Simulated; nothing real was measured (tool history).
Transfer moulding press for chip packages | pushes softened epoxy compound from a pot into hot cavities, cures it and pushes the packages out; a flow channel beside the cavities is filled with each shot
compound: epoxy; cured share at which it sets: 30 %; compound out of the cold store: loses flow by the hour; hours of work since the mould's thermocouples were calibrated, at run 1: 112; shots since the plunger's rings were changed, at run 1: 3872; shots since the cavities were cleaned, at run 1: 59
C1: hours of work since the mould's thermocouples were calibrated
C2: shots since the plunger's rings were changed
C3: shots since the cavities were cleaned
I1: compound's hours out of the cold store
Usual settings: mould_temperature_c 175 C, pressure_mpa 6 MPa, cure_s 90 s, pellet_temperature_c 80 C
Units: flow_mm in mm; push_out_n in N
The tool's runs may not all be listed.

Run 1, hour 0: usual settings; C1 112; C2 3872; C3 59; I1 28. Result: flow_mm 610 mm, push_out_n 487 N.
Run 2, hour 18.5: usual settings but pressure_mpa 4.82 MPa; C1 127; C2 4143; C3 330; I1 10.8. Result: flow_mm 614 mm, push_out_n 526 N.
At hour 36.2: cavities cleaned with cleaning compound and waxed.
Run 3, hour 53.3: usual settings but pressure_mpa 4.82 MPa; C1 154; C2 4632; C3 251; I1 14.1. Result: flow_mm 605 mm, push_out_n 539 N.
At hour 77.4: cavities cleaned with cleaning compound and waxed.
Run 4, hour 91.5: usual settings but pressure_mpa 4.82 MPa, cure_s 88 s; C1 183; C2 5170; C3 207; I1 20.7. Result: flow_mm 574 mm, push_out_n 540 N.
At hour 118.9: cavities cleaned with cleaning compound and waxed.
Run 5, hour 135.6: usual settings; C1 217; C2 5795; C3 245; I1 37.3. Result: flow_mm 561 mm, push_out_n 481 N.
At hour 161: cavities cleaned with cleaning compound and waxed.
Run 6, hour 164.3: usual settings; C1 239; C2 6194; C3 49; I1 47.4. Result: flow_mm 529 mm, push_out_n 482 N.
At hour 200.5: cavities cleaned with cleaning compound and waxed.
Run 7, hour 202.4: usual settings but cure_s 87 s; C1 268; C2 6731; C3 28; I1 30.7. Result: flow_mm 599 mm, push_out_n 551 N.

Forecast run 8:
At hour 214.6: plunger's sealing rings changed.
Run 8, hour 235.5: usual settings but mould_temperature_c 170 C, cure_s 88 s; C1 292; C2 307; C3 477; I1 8.5. Result: flow_mm ?, push_out_n ?.

flow_mm: 718 mm
push_out_n: 859 N
Without the tool's hidden state the same run would have given flow_mm 718 mm, push_out_n 851 N.
